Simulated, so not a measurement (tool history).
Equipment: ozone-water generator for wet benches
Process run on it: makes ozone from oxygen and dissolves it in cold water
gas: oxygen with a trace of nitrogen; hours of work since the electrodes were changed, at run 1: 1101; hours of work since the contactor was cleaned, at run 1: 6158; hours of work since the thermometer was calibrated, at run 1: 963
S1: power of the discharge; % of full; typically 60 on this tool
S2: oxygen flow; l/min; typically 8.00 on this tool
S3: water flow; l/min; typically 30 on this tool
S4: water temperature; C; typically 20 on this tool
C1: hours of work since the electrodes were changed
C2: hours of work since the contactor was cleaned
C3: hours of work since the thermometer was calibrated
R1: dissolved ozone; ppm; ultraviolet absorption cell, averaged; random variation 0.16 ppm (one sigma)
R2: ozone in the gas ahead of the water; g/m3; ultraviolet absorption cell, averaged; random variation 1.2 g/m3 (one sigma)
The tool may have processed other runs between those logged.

{"run": 1, "hour": 0.0, "S1": 60, "S2": 8.0, "S3": 30, "S4": 20, "C1": 1101, "C2": 6158, "C3": 963, "R1": 20.3, "R2": 212.9}
{"run": 2, "hour": 33.4, "S1": 60, "S2": 8.0, "S3": 30, "S4": 20, "C1": 1131, "C2": 6188, "C3": 993, "R1": 20.7, "R2": 212.3}
{"run": 3, "hour": 62.0, "S1": 60, "S2": 8.0, "S3": 30, "S4": 23, "C1": 1156, "C2": 6213, "C3": 1019, "R1": 19.4, "R2": 212.9}
{"run": 4, "hour": 91.5, "S1": 84, "S2": 8.0, "S3": 30, "S4": 20, "C1": 1182, "C2": 6240, "C3": 1045, "R1": 25.3, "R2": 261.9}
{"run": 5, "hour": 130.2, "S1": 84, "S2": 8.0, "S3": 30, "S4": 20, "C1": 1217, "C2": 6274, "C3": 1079, "R1": 24.9, "R2": 265.8}
{"run": 6, "hour": 159.6, "S1": 84, "S2": 8.0, "S3": 30, "S4": 20, "C1": 1243, "C2": 6300, "C3": 1106, "R1": 24.8, "R2": 263.4}
{"run": 7, "hour": 197.4, "S1": 84, "S2": 8.0, "S3": 30, "S4": 20, "C1": 1277, "C2": 6334, "C3": 1139, "R1": 24.9, "R2": 261.2}
{"run": 8, "hour": 230.7, "S1": 84, "S2": 8.0, "S3": 30, "S4": 20, "C1": 1307, "C2": 6364, "C3": 1169, "R1": 25.0, "R2": 260.1}
{"run": 9, "hour": 260.3, "S1": 84, "S2": 8.0, "S3": 30, "S4": 20, "C1": 1333, "C2": 6390, "C3": 1195, "R1": 24.9, "R2": 260.3}
{"run": 10, "hour": 294.3, "S1": 60, "S2": 8.0, "S3": 37, "S4": 20, "C1": 1363, "C2": 6421, "C3": 1226, "R1": 16.9, "R2": 210.8}
{"run": 11, "hour": 341.2, "S1": 60, "S2": 8.0, "S3": 37, "S4": 20, "C1": 1405, "C2": 6462, "C3": 1268, "R1": 17.1, "R2": 209.8}
{"run": 12, "hour": 378.1, "S1": 60, "S2": 8.0, "S3": 37, "S4": 20, "C1": 1438, "C2": 6495, "C3": 1300, "R1": 17.1, "R2": 211.0}
{"run": 13, "hour": 415.3, "S1": 60, "S2": 13.46, "S3": 30, "S4": 20, "C1": 1471, "C2": 6528, "C3": 1334, "R1": 19.7, "R2": 161.7}
{"run": 14, "hour": 440.8, "S1": 60, "S2": 13.46, "S3": 30, "S4": 20, "C1": 1494, "C2": 6551, "C3": 1356, "R1": 19.8, "R2": 160.3}
{"run": 15, "hour": 484.6, "S1": 60, "S2": 8.0, "S3": 30, "S4": 26, "C1": 1533, "C2": 6590, "C3": 1395, "R1": 18.5, "R2": 211.1}
{"run": 16, "hour": 525.7, "S1": 60, "S2": 8.0, "S3": 30, "S4": 20, "C1": 1570, "C2": 6627, "C3": 1432, "R1": 20.2, "R2": 210.0}
{"run": 17, "hour": 558.7, "S1": 60, "S2": 8.0, "S3": 30, "S4": 20, "C1": 1599, "C2": 6656, "C3": 1462, "R1": 20.1, "R2": 210.9}
{"run": 18, "hour": 597.9, "S1": 60, "S2": 8.0, "S3": 30, "S4": 20, "C1": 1634, "C2": 6691, "C3": 1496, "R1": 20.6, "R2": 210.6}
{"run": 19, "hour": 632.2, "S1": 60, "S2": 8.0, "S3": 30, "S4": 20, "C1": 1665, "C2": 6722, "C3": 1527, "R1": 20.2, "R2": 209.6}
{"run": 20, "hour": 676.6, "S1": 60, "S2": 8.0, "S3": 28, "S4": 17, "C1": 1704, "C2": 6761, "C3": 1567, "R1": 22.3, "R2": 209.3}
{"run": 21, "hour": 708.7, "S1": 60, "S2": 8.0, "S3": 28, "S4": 18, "C1": 1733, "C2": 6790, "C3": 1595, "R1": 22.1, "R2": 209.0}
{"run": 22, "hour": 754.1, "S1": 60, "S2": 8.0, "S3": 28, "S4": 18, "C1": 1773, "C2": 6831, "C3": 1636, "R1": 22.2, "R2": 206.9}
{"run": 23, "hour": 774.9, "S1": 60, "S2": 8.0, "S3": 28, "S4": 18, "C1": 1792, "C2": 6849, "C3": 1654, "R1": 21.9, "R2": 207.4}
{"run": 24, "hour": 817.9, "S1": 98, "S2": 13.93, "S3": 30, "S4": 15, "C1": 1830, "C2": 6887, "C3": 1693, "R1": 29.4, "R2": 212.8}
{"run": 25, "hour": 842.5, "S1": 98, "S2": 13.93, "S3": 30, "S4": 15, "C1": 1852, "C2": 6909, "C3": 1715, "R1": 29.4, "R2": 213.5}
{"run": 26, "hour": 879.6, "S1": 98, "S2": 13.93, "S3": 30, "S4": 15, "C1": 1885, "C2": 6943, "C3": 1748, "R1": 29.0, "R2": 209.3}
{"run": 27, "hour": 907.6, "S1": 98, "S2": 5.79, "S3": 30, "S4": 15, "C1": 1910, "C2": 6967, "C3": 1773, "R1": 28.6, "R2": 335.3}
{"run": 28, "hour": 954.0, "S1": 58, "S2": 8.0, "S3": 23, "S4": 20, "C1": 1952, "C2": 7009, "C3": 1814, "R1": 24.4, "R2": 203.5}
{"run": 29, "hour": 994.5, "S1": 50, "S2": 7.31, "S3": 42, "S4": 17, "C1": 1988, "C2": 7045, "C3": 1850, "R1": 13.8, "R2": 195.2}
{"run": 30, "hour": 1028.6, "S1": 50, "S2": 7.31, "S3": 42, "S4": 17, "C1": 2018, "C2": 7075, "C3": 1881, "R1": 13.9, "R2": 196.4}
{"run": 31, "hour": 1066.2, "S1": 50, "S2": 6.47, "S3": 40, "S4": 14, "C1": 2052, "C2": 7109, "C3": 1914, "R1": 14.5, "R2": 205.6}
{"run": 32, "hour": 1095.2, "S1": 50, "S2": 6.47, "S3": 40, "S4": 14, "C1": 2078, "C2": 7135, "C3": 1940, "R1": 14.6, "R2": 207.6}
{"run": 33, "hour": 1128.4, "S1": 71, "S2": 8.0, "S3": 30, "S4": 20, "C1": 2107, "C2": 7164, "C3": 1970, "R1": 22.5, "R2": 230.3}

Some steps in R2, run to run, broken into two amounts with sign: the step expected even without the hidden condition (settings, incoming material, random variation), and the rest, left for the hidden condition together with whatever gauge scatter is not in both the measured and the hidden-condition-free result:
What the log doesn't record here: yield of the discharge, % of new electrodes'; contactor's efficiency, % of a clean one's; true water temperature over the reading, C; drift of the gauge itself on ozone_ppm, %; drift of the gauge itself on gas_g_m3, %.
Run 14 -> 15: S2 13.46 -> 8.00, S4 20 -> 26. R2 +50.8 g/m3: hidden state -0.8, all else +51.6.
Run 26 -> 27: S2 13.93 -> 5.79. R2 +126.0 g/m3: hidden state -2.9, all else +128.9.
Run 27 -> 28: S1 98 -> 58, S2 5.79 -> 8.00, S3 30 -> 23, S4 15 -> 20. R2 -131.8 g/m3: hidden state +2.7, all else -134.5.
Run 32 -> 33: S1 50 -> 71, S2 6.47 -> 8.00, S3 40 -> 30, S4 14 -> 20. R2 +22.7 g/m3: hidden state -0.9, all else +23.6.
